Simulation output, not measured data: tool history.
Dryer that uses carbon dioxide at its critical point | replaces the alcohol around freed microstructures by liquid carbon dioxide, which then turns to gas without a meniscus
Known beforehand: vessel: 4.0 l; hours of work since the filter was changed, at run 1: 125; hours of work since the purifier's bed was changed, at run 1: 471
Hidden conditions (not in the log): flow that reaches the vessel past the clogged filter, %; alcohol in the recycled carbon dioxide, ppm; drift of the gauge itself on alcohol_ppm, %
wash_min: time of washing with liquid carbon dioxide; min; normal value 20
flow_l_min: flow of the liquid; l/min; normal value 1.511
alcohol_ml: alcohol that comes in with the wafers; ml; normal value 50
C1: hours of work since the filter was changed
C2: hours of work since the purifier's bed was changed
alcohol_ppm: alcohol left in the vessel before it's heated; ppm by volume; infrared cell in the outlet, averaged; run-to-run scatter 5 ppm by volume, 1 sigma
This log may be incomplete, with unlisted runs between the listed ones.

Run 1, hour 0.0: usual settings; C1 125; C2 471. Result: alcohol_ppm 82 ppm by volume.
Run 2, hour 29.4: usual settings; C1 134; C2 480. Result: alcohol_ppm 68 ppm by volume.
Run 3, hour 54.5: usual settings; C1 143; C2 489. Result: alcohol_ppm 83 ppm by volume.
Run 4, hour 76.5: usual settings; C1 150; C2 496. Result: alcohol_ppm 76 ppm by volume.
Run 5, hour 123.2: usual settings but wash_min 30 min; C1 165; C2 511. Result: alcohol_ppm 66 ppm by volume.
Run 6, hour 173.1: usual settings but wash_min 27 min; C1 182; C2 528. Result: alcohol_ppm 79 ppm by volume.
Run 7, hour 202.9: usual settings but wash_min 27 min; C1 192; C2 537. Result: alcohol_ppm 71 ppm by volume.
Run 8, hour 231.5: usual settings; C1 201; C2 547. Result: alcohol_ppm 91 ppm by volume.
Run 9, hour 280.2: usual settings; C1 217; C2 563. Result: alcohol_ppm 98 ppm by volume.
Run 10, hour 304.7: usual settings; C1 225; C2 571. Result: alcohol_ppm 97 ppm by volume.
Run 11, hour 350.3: usual settings but alcohol_ml 66 ml; C1 240; C2 586. Result: alcohol_ppm 104 ppm by volume.
Run 12, hour 375.2: usual settings but alcohol_ml 66 ml; C1 248; C2 594. Result: alcohol_ppm 109 ppm by volume.
Run 13, hour 419.5: usual settings but alcohol_ml 66 ml; C1 263; C2 609. Result: alcohol_ppm 110 ppm by volume.
Run 14, hour 464.4: usual settings but alcohol_ml 75 ml; C1 278; C2 624. Result: alcohol_ppm 114 ppm by volume.
Run 15, hour 514.7: usual settings but alcohol_ml 75 ml; C1 294; C2 640. Result: alcohol_ppm 113 ppm by volume.
Run 16, hour 563.6: usual settings but flow_l_min 2.070 l/min; C1 310; C2 656. Result: alcohol_ppm 89 ppm by volume.
Run 17, hour 594.2: usual settings but flow_l_min 2.070 l/min; C1 320; C2 666. Result: alcohol_ppm 82 ppm by volume.
Run 18, hour 641.1: usual settings but flow_l_min 2.070 l/min; C1 336; C2 682. Result: alcohol_ppm 83 ppm by volume.
At hour 667.0: inlet filter changed.
Run 19, hour 682.4: usual settings but flow_l_min 2.070 l/min; C1 5; C2 695. Result: alcohol_ppm 85 ppm by volume.
Run 20, hour 711.0: usual settings but flow_l_min 2.070 l/min; C1 14; C2 704. Result: alcohol_ppm 83 ppm by volume.
Run 21, hour 761.9: usual settings but flow_l_min 2.070 l/min; C1 31; C2 721. Result: alcohol_ppm 101 ppm by volume.
Run 22, hour 787.1: usual settings; C1 40; C2 729. Result: alcohol_ppm 97 ppm by volume.
Run 23, hour 828.4: usual settings but alcohol_ml 31 ml; C1 53; C2 743. Result: alcohol_ppm 103 ppm by volume.
Run 24, hour 872.8: usual settings but wash_min 29 min; C1 68; C2 758. Result: alcohol_ppm 84 ppm by volume.
Run 25, hour 920.9: usual settings but wash_min 29 min, flow_l_min 0.920 l/min, alcohol_ml 32 ml; C1 84; C2 773. Result: alcohol_ppm 118 ppm by volume.
Run 26, hour 967.7: usual settings but wash_min 29 min, flow_l_min 0.920 l/min, alcohol_ml 32 ml; C1 99; C2 789. Result: alcohol_ppm 129 ppm by volume.
Run 27, hour 1002.2: usual settings but wash_min 30 min, flow_l_min 2.550 l/min, alcohol_ml 111 ml; C1 110; C2 800. Result: alcohol_ppm 105 ppm by volume.
Run 28, hour 1033.3: usual settings but wash_min 30 min, flow_l_min 0.910 l/min, alcohol_ml 29 ml; C1 121; C2 810. Result: alcohol_ppm 126 ppm by volume.
Run 29, hour 1072.5: usual settings but wash_min 30 min, flow_l_min 0.910 l/min, alcohol_ml 29 ml; C1 133; C2 823. Result: alcohol_ppm 128 ppm by volume.
Run 30, hour 1114.3: usual settings but wash_min 15 min, flow_l_min 2.190 l/min, alcohol_ml 23 ml; C1 147; C2 837. Result: alcohol_ppm 101 ppm by volume.
Run 31, hour 1163.8: usual settings but wash_min 15 min, flow_l_min 1.960 l/min, alcohol_ml 52 ml; C1 163; C2 853. Result: alcohol_ppm 130 ppm by volume.
Run 32, hour 1199.8: usual settings but flow_l_min 1.250 l/min, alcohol_ml 95 ml; C1 175; C2 865. Result: alcohol_ppm 219 ppm by volume.
Run 33, hour 1243.6: usual settings but wash_min 17 min, flow_l_min 2.500 l/min; C1 190; C2 880. Result: alcohol_ppm 116 ppm by volume.
Run 34, hour 1275.9: usual settings but wash_min 26 min; C1 200; C2 890. Result: alcohol_ppm 113 ppm by volume.
Run 35, hour 1310.6: usual settings but wash_min 17 min, flow_l_min 1.730 l/min; C1 212; C2 902. Result: alcohol_ppm 136 ppm by volume.
Run 36, hour 1359.1: usual settings but wash_min 17 min, flow_l_min 1.730 l/min; C1 228; C2 918. Result: alcohol_ppm 136 ppm by volume.
Run 37, hour 1392.6: usual settings but wash_min 24 min, flow_l_min 2.550 l/min, alcohol_ml 22 ml; C1 239; C2 929. Result: alcohol_ppm 109 ppm by volume.
Run 38, hour 1417.5: usual settings but wash_min 24 min, flow_l_min 2.550 l/min, alcohol_ml 22 ml; C1 247; C2 937. Result: alcohol_ppm 117 ppm by volume.
Run 39, hour 1439.0: usual settings but wash_min 25 min, flow_l_min 1.790 l/min, alcohol_ml 22 ml; C1 254; C2 944. Result: alcohol_ppm 115 ppm by volume.
Run 40, hour 1477.0: usual settings but wash_min 22 min, flow_l_min 2.500 l/min, alcohol_ml 72 ml; C1 267; C2 956. Result: alcohol_ppm 114 ppm by volume.
Run 41, hour 1499.5: usual settings but wash_min 22 min, flow_l_min 1.730 l/min, alcohol_ml 24 ml; C1 274; C2 964. Result: alcohol_ppm 127 ppm by volume.
Run 42, hour 1520.7: usual settings but alcohol_ml 71 ml; C1 281; C2 971. Result: alcohol_ppm 159 ppm by volume.
Run 43, hour 1550.2: usual settings but wash_min 28 min, flow_l_min 2.170 l/min; C1 291; C2 980. Result: alcohol_ppm 124 ppm by volume.
Run 44, hour 1598.9: usual settings but wash_min 29 min, flow_l_min 2.170 l/min, alcohol_ml 23 ml; C1 307; C2 996. Result: alcohol_ppm 124 ppm by volume.
Run 45, hour 1623.6: usual settings but wash_min 29 min, flow_l_min 2.170 l/min, alcohol_ml 23 ml; C1 315; C2 1005. Result: alcohol_ppm 125 ppm by volume.
At hour 1635.6: purifier's bed changed.
Run 46, hour 1661.3: usual settings but wash_min 29 min, flow_l_min 2.170 l/min, alcohol_ml 23 ml; C1 326; C2 8. Result: alcohol_ppm 12 ppm by volume.
Run 47, hour 1702.8: usual settings but flow_l_min 1.360 l/min, alcohol_ml 44 ml; C1 340; C2 22. Result: alcohol_ppm 59 ppm by volume.

For some of the steps in alcohol_ppm from one run to the next: how much would appear even if the tool had no hidden state, given the settings, what came in and random variation, and how much remains for the hidden state plus any gauge scatter that the measured result and the result without hidden state don't share?
Run 31 -> 32: wash_min 15 -> 20, flow_l_min 1.960 -> 1.250, alcohol_ml 52 -> 95. alcohol_ppm +89 ppm by volume: hidden state +29, all else +60.
Run 32 -> 33: wash_min 20 -> 17, flow_l_min 1.250 -> 2.500, alcohol_ml 95 -> 50. alcohol_ppm -103 ppm by volume: hidden state -38, all else -65.
Run 45 -> 46: purifier's bed changed. alcohol_ppm -113 ppm by volume: hidden state -114, all else +1.
